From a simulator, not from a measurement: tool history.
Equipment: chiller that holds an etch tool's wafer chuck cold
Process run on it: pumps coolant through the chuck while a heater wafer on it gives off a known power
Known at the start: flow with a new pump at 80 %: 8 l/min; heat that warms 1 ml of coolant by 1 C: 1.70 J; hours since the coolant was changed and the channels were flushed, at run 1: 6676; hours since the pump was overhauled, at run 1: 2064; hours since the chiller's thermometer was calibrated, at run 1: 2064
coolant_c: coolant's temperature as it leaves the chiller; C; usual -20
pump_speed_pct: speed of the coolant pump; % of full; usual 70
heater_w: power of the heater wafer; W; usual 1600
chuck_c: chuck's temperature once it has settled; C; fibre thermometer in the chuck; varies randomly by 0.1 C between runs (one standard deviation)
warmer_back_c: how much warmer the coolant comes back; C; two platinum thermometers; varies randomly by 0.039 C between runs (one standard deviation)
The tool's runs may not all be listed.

run	day	coolant_c	pump_speed_pct	heater_w	hours since the coolant was changed and the channels were flushed	hours since the pump was overhauled	hours since the chiller's thermometer was calibrated	chuck_c	warmer_back_c
1	0	-20	70	1600	6676	2064	2064	2.4	8.34
2	1.85	-20	70	1600	6720	2109	2109	2.7	8.32
3	3.9	-20	70	1600	6769	2158	2158	2.5	8.26
4	5.342	-20	70	1600	6804	2192	2192	2.5	8.32
5	8.442	-20	70	1600	6878	2267	2267	2.6	8.19
6	10.521	-28	70	1600	6928	2317	2317	-5.3	8.31
7	13.575	-28	70	1600	7001	2390	2390	-5.4	8.29
8	15.829	-28	70	826	7056	2444	2444	-16.5	4.31
9	19.05	-21	70	826	7133	2521	2521	-9.4	4.29
# day 20.508: coolant changed, channels flushed
10	21.454	-21	70	826	23	2573	2573	-11.3	4.31
11	23.338	-20	70	1600	68	2618	2618	-0.6	8.3
12	25.254	-20	70	1600	114	2664	2664	-0.6	8.37
13	28.592	-11	70	1600	194	2744	2744	8.4	8.32
14	30.492	-11	70	1600	240	2790	2790	8.2	8.34
15	32.108	-11	70	1600	278	2829	2829	8.5	8.29
# day 34.679: chiller's thermometer calibrated
16	34.938	-11	70	1600	345	2896	6	8.5	8.36
17	37.433	-20	70	1094	405	2956	66	-6.5	5.71
18	40.567	-18	77	924	480	3031	141	-7.3	4.4
19	42.275	-18	77	924	521	3072	182	-7.3	4.36
20	44.246	-18	77	924	569	3119	230	-7.3	4.38
21	47.783	-18	77	924	654	3204	314	-7.3	4.4
22	49.921	-27	92	1085	705	3255	366	-15.8	4.35
23	51.621	-13	70	1112	746	3296	407	0.7	5.81
24	55.196	-13	70	1112	832	3382	492	0.8	5.79
25	57.312	-20	74	929	882	3433	543	-8.9	4.58
26	59.117	-20	74	929	926	3476	586	-8.8	4.58
27	62.462	-20	74	1363	1006	3556	667	-3.6	6.73
28	64.571	-18	70	1144	1057	3607	717	-3.7	5.97
29	67.917	-11	70	1169	1137	3687	798	3.7	6.13
30	69.729	-10	61	1691	1180	3731	841	13.1	10.19

What will run 31 give?
31	71.638	-10	61	1691	1226	3776	887	?	?

chuck_c: 13.3 C
warmer_back_c: 10.17 C
If the tool had no hidden condition, the same run with the same run-to-run variation would have returned chuck_c 12.2 C, warmer_back_c 9.74 C.
